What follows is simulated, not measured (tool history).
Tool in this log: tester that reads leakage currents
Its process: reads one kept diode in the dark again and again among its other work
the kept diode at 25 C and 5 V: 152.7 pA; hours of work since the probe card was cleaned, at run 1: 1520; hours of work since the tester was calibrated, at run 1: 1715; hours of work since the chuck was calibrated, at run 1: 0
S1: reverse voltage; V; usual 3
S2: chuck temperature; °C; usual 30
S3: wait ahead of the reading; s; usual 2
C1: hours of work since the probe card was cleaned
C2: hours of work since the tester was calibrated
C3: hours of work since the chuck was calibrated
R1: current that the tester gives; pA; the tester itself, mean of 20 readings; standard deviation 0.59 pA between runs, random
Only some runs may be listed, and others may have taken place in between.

{"run": 1, "day": 0.0, "S1": 3, "S2": 30, "S3": 2, "C1": 1520, "C2": 1715, "C3": 0, "R1": 201.83}
{"run": 2, "day": 3.062, "S1": 3, "S2": 30, "S3": 2, "C1": 1564, "C2": 1760, "C3": 44, "R1": 201.62}
{"run": 3, "day": 4.508, "S1": 3, "S2": 30, "S3": 2, "C1": 1585, "C2": 1780, "C3": 65, "R1": 200.88}
{"run": 4, "day": 7.25, "S1": 3, "S2": 30, "S3": 2, "C1": 1624, "C2": 1820, "C3": 104, "R1": 198.63}
{"run": 5, "day": 10.554, "S1": 3, "S2": 30, "S3": 2, "C1": 1672, "C2": 1867, "C3": 152, "R1": 200.36}
{"run": 6, "day": 12.888, "S1": 3, "S2": 30, "S3": 2, "C1": 1705, "C2": 1901, "C3": 186, "R1": 199.1}
{"run": 7, "day": 14.329, "S1": 3, "S2": 30, "S3": 2, "C1": 1726, "C2": 1922, "C3": 206, "R1": 199.69}
{"day": 14.738, "done": "chuck's temperature calibrated"}
{"run": 8, "day": 16.442, "S1": 3, "S2": 30, "S3": 2, "C1": 1755, "C2": 1951, "C3": 25, "R1": 195.73}
{"run": 9, "day": 18.675, "S1": 3, "S2": 30, "S3": 2, "C1": 1788, "C2": 1983, "C3": 57, "R1": 196.11}
{"run": 10, "day": 20.888, "S1": 3, "S2": 30, "S3": 2, "C1": 1819, "C2": 2015, "C3": 89, "R1": 196.61}
{"day": 22.712, "done": "chuck's temperature calibrated, once more"}
{"run": 11, "day": 23.083, "S1": 3, "S2": 30, "S3": 2, "C1": 1850, "C2": 2046, "C3": 5, "R1": 202.31}
{"run": 12, "day": 25.704, "S1": 3, "S2": 30, "S3": 2, "C1": 1888, "C2": 2083, "C3": 43, "R1": 201.79}
{"run": 13, "day": 27.233, "S1": 3, "S2": 30, "S3": 2, "C1": 1910, "C2": 2105, "C3": 65, "R1": 201.63}
{"run": 14, "day": 28.942, "S1": 3, "S2": 30, "S3": 2, "C1": 1934, "C2": 2130, "C3": 90, "R1": 202.71}
{"day": 30.562, "done": "tester calibrated"}
{"run": 15, "day": 31.758, "S1": 4.45, "S2": 30, "S3": 0.89, "C1": 1974, "C2": 17, "C3": 129, "R1": 234.96}
{"run": 16, "day": 33.296, "S1": 4.45, "S2": 30, "S3": 1.08, "C1": 1996, "C2": 39, "C3": 151, "R1": 233.56}
{"run": 17, "day": 35.604, "S1": 4.23, "S2": 30, "S3": 1.37, "C1": 2029, "C2": 73, "C3": 184, "R1": 226.36}
{"run": 18, "day": 37.212, "S1": 2.71, "S2": 43, "S3": 0.51, "C1": 2052, "C2": 96, "C3": 208, "R1": 597.51}
{"run": 19, "day": 39.542, "S1": 9.06, "S2": 23, "S3": 0.43, "C1": 2086, "C2": 129, "C3": 241, "R1": 169.42}

Below are 3 alternative next runs, each starting from the tool's condition after run 19. Predict each:
{"run": "A", "day": 41.804, "S1": 9.5, "S2": 48, "S3": 1.25, "C1": 2118, "C2": 162, "C3": 274, "R1": "?"}
{"run": "B", "day": 41.804, "S1": 13.01, "S2": 30, "S3": 2, "C1": 2118, "C2": 162, "C3": 274, "R1": "?"}
{"run": "C", "day": 41.804, "S1": 9.06, "S2": 44, "S3": 0.43, "C1": 2118, "C2": 162, "C3": 274, "R1": "?"}

run=A R1=1569.23
run=B R1=377.08
run=C R1=1101.55
Stripped of hidden state, with their random variation kept, the same runs would have yielded:
run=A R1=1603
run=B R1=376.76
run=C R1=1123.83
